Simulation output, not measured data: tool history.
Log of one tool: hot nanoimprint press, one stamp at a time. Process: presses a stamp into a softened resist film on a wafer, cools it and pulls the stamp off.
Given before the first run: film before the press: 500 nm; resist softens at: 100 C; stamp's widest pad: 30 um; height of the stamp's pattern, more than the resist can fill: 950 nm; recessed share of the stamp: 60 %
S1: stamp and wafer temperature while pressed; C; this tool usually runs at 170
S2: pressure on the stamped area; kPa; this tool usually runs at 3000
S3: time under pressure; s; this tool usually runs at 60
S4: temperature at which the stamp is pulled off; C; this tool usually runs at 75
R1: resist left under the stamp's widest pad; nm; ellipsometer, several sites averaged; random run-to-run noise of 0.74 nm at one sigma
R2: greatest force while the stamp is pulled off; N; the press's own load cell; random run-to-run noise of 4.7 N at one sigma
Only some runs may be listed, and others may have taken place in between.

run	hour	S1	S2	S3	S4	R1	R2
1	0	170	3000	60	75	246.7	316
2	7.8	170	3000	60	75	247.6	325
3	16.2	171	3000	60	75	236.6	321
4	27.4	171	3000	60	75	236.3	319
5	32.9	173	3000	60	75	216.8	312
6	37.7	173	3000	60	75	216	328
7	43.1	173	3000	60	75	215.8	311
8	49.1	173	3000	60	75	216.3	326
9	58.8	173	3000	60	75	215.5	325
10	66.9	170	2720	60	75	259	325
11	73.1	170	2720	60	75	258.7	323
12	81.4	170	3000	60	75	248.9	329
13	98.4	170	3000	60	75	249.3	232
14	103.2	170	3000	60	75	248.5	232
15	113.6	170	3000	60	75	249.2	243
16	119.5	170	3000	60	75	250.1	239
17	125.9	170	3000	40	77	286.1	223
18	132.4	170	3000	40	77	287.9	229
19	142.3	170	3950	40	63	260.2	314
20	151.9	170	3950	40	63	259.4	295
21	159	170	3950	40	63	261.1	304
22	166.2	179	3260	60	60	157.2	335
23	175.6	173	4160	86	61	160.9	338
24	186.3	179	3000	72	82	152.1	211
25	195.3	159	2660	41	71	422.2	284
26	203	159	2660	41	71	421.6	283
27	210.5	159	2660	41	71	423.8	290
28	221	159	2660	41	71	424.4	289
29	228.3	170	2530	60	68	268.8	299
30	236.1	173	2330	60	61	242	343

Withheld: 1 entry from between the runs. Position of each, and hidden state at the listed run before versus the listed run after:
Runs 12 to 13: stamp cleaned and given a new release coat (hour 97.3)
  true temperature over the reading, C: -0.25 -> -0.26; pressure that arrives at the usual setting, %: 99.94 -> 99.92; grip of the stamp's worn release coat, % over a new coat's: 46 -> 0.1
  measured minus no-state result, R1: +2.9 -> +3.1 nm; R2: +105 -> +2 N

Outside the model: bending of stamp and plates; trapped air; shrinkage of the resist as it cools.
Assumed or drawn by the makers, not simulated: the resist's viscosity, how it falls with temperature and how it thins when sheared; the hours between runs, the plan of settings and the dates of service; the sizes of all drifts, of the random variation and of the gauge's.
